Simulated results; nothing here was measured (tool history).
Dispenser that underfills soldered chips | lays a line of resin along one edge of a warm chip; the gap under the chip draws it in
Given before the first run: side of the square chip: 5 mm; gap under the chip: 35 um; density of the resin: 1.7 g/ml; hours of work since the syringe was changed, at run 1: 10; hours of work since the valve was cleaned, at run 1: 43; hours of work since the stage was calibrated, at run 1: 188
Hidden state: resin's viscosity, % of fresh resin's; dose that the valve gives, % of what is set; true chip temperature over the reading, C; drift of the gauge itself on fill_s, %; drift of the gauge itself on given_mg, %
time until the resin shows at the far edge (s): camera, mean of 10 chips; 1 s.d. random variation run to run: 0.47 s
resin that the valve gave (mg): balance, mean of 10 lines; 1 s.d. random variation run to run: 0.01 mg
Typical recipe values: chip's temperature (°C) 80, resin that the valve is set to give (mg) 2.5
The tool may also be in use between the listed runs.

run,day,chip's temperature (°C),resin that the valve is set to give (mg),hours of work since the syringe was changed,hours of work since the valve was cleaned,hours of work since the stage was calibrated,time until the resin shows at the far edge (s),resin that the valve gave (mg)
1,0,80,2.5,10,43,188,54.6,2.4
# day 0.096: dispensing valve cleaned and set on the balance
# day 0.133: new syringe of resin
2,0.3,80,2.5,3,3,192,39.5,2.51
3,0.421,80,2.5,5,5,194,42.9,2.5
4,0.571,80,2.5,8,8,197,48,2.48
# day 0.838: new syringe of resin
5,0.838,80,2.1,0,12,201,36.4,2.09
6,0.962,80,2.1,2,15,203,39.6,2.07
7,1.092,80,2.1,4,17,206,44.3,2.08
8,1.275,80,3.16,8,20,209,49.7,3.11
9,1.467,80,2.5,11,23,212,57.9,2.45
# day 1.533: new syringe of resin
10,1.738,80,2.5,4,28,217,40.5,2.45
11,1.883,80,2.53,6,30,219,46.4,2.47
12,2.15,80,2.53,11,35,224,55.9,2.47
# day 2.229: new syringe of resin
13,2.321,80,2.53,2,38,226,37,2.47
14,2.504,85,2.5,5,41,230,33.3,2.4
# day 2.696: dispensing valve cleaned and set on the balance
15,2.696,85,2.5,7,0,232,38.1,2.5
16,2.854,69,2.49,10,3,235,95.6,2.48
# day 2.983: new syringe of resin
17,3.129,83,2.51,2,7,240,33,2.5
18,3.321,67,2.38,6,11,243,88.5,2.35
19,3.596,83,2.64,11,15,248,47.4,2.6
# day 3.683: new syringe of resin
20,3.742,80,2.31,1,18,250,35.9,2.28
21,3.975,91,2.63,5,22,254,25.4,2.59
22,4.104,76,2.36,7,24,256,59,2.3
23,4.258,68,2.36,10,27,259,103,2.3
# day 4.392: new syringe of resin
24,4.45,77,2.87,1,30,262,41.2,2.77
25,4.642,79,2.33,4,33,265,44.7,2.25
26,4.825,78,2.46,7,36,269,53.4,2.39

Alternative continuations, all from the tool just after run 26; predict every row:
A,4.938,86,2.19,9,38,271,?,?
B,4.938,69,2.14,9,38,271,?,?
C,4.938,81,2.75,9,38,271,?,?
D,4.938,90,2.18,9,38,271,?,?

run,time until the resin shows at the far edge (s),resin that the valve gave (mg)
A,39.5,2.1
B,95.8,2.06
C,49.4,2.67
D,32.9,2.09
Stripped of hidden state, with their random variation kept, the same runs would have yielded:
run,time until the resin shows at the far edge (s),resin that the valve gave (mg)
A,26.9,2.19
B,65.3,2.14
C,33.7,2.77
D,22.1,2.17
